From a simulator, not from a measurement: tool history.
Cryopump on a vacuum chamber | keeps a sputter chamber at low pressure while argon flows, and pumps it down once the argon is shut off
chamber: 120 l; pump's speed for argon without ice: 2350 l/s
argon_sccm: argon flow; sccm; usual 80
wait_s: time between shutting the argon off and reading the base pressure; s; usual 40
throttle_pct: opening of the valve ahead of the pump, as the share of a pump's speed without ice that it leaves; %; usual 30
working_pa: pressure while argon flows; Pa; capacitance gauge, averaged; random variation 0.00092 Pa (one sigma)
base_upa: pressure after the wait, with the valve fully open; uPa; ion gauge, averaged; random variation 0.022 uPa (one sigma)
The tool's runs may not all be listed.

run,hour,argon_sccm,wait_s,throttle_pct,working_pa,base_upa
1,0,80,40,30,0.2029,0.93
2,27.1,80,40,30,0.202,0.98
3,53.6,80,40,30,0.203,0.96
4,76.5,80,40,18,0.3317,0.93
5,103.8,80,40,18,0.3296,1.02
6,125.4,80,169,19,0.3154,0.58
7,146.9,80,122,30,0.2025,0.62
8,177.9,80,122,30,0.2046,0.65
9,192.8,56,27,32,0.1354,1.3
10,221.2,56,27,32,0.1357,1.28

5 ways to go on from here, each from the tool as it stands after run 10. What would each give?
A,236.3,72,27,32,?,?
B,236.3,56,27,19,?,?
C,236.3,107,209,48,?,?
D,236.3,47,65,30,?,?
E,236.3,56,195,18,?,?

run,working_pa,base_upa
A,0.1729,1.32
B,0.2221,1.26
C,0.1774,0.58
D,0.1204,0.75
E,0.2351,0.59
Without the tool's hidden state the same runs would have given:
run,working_pa,base_upa
A,0.1604,0.97
B,0.2124,0.92
C,0.159,0.24
D,0.1123,0.42
E,0.2254,0.25

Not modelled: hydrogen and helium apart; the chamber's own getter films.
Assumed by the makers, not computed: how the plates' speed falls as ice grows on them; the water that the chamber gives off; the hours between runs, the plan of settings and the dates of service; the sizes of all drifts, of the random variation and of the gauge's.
